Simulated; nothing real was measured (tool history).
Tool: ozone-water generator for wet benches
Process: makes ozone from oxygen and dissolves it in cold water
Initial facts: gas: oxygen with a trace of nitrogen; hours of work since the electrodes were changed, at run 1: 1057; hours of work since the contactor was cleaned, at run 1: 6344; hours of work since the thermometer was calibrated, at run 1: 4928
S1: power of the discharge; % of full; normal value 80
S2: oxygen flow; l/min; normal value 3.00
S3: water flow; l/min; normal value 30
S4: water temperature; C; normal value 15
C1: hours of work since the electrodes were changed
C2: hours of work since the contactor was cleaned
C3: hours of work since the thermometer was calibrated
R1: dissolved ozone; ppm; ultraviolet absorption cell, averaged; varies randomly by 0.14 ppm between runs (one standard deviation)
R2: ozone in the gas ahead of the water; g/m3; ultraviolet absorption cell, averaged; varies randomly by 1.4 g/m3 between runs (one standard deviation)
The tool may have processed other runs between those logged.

run     day  S1    S2  S3  S4    C1    C2    C3    R1     R2
  1   0.000  80  3.00  30  15  1057  6344  4928  15.7  249.0
  2   1.342  80  3.00  30  15  1089  6375  4959  15.9  246.3
  3   2.408  80  3.00  30  15  1113  6400  4984  16.0  247.1
  4   3.892  80  3.00  30  15  1148  6434  5019  15.7  246.8
  5   5.008  80  3.00  30  15  1174  6460  5044  15.9  247.6
  6   5.717  80  3.00  30  15  1190  6476  5061  16.0  246.1
  7   6.688  80  3.00  30  15  1213  6499  5083  15.9  247.5
      7.488  -- water thermometer calibrated
  8   7.983  80  3.00  30   7  1242  6529    12  16.7  246.3
  9   9.321  80  3.00  30   7  1273  6560    43  16.5  245.9
 10  10.125  80  3.00  30   7  1292  6578    61  16.6  246.7
     11.217  -- water thermometer calibrated, once more
 11  11.567  80  3.00  30   7  1325  6611     8  16.6  246.4
 12  12.250  80  5.04  27  11  1341  6627    24  20.6  192.4
 13  12.904  80  5.04  27  11  1356  6642    39  20.7  192.3
 14  14.138  57  2.75  44  17  1385  6671    68   7.9  197.0
 15  15.250  80  1.84  30   8  1410  6697    94  13.8  310.9
 16  16.654  80  2.59  30  17  1443  6729   126  15.0  264.6
 17  18.083  80  2.59  21   7  1476  6762   159  22.2  259.4
 18  19.204  42  3.00  30  18  1502  6789   185   9.3  145.3
 19  19.854  42  3.00  30  18  1517  6804   200   9.3  145.4

Each run again, without the hidden state but with its own random variation kept:
Hidden state present: yield of the discharge, % of new electrodes'; contactor's efficiency, % of a clean one's; true water temperature over the reading, C; drift of the gauge itself on ozone_ppm, %; drift of the gauge itself on gas_g_m3, %.
run    R1     R2
  1  16.6  256.5
  2  16.8  253.9
  3  16.9  254.8
  4  16.7  254.7
  5  16.9  255.7
  6  16.9  254.2
  7  16.9  255.8
  8  17.7  254.7
  9  17.5  254.5
 10  17.6  255.5
 11  17.7  255.4
 12  21.9  199.5
 13  22.0  199.4
 14   8.4  202.6
 15  14.6  322.7
 16  16.0  274.8
 17  23.6  269.8
 18   9.8  148.3
 19   9.8  148.5

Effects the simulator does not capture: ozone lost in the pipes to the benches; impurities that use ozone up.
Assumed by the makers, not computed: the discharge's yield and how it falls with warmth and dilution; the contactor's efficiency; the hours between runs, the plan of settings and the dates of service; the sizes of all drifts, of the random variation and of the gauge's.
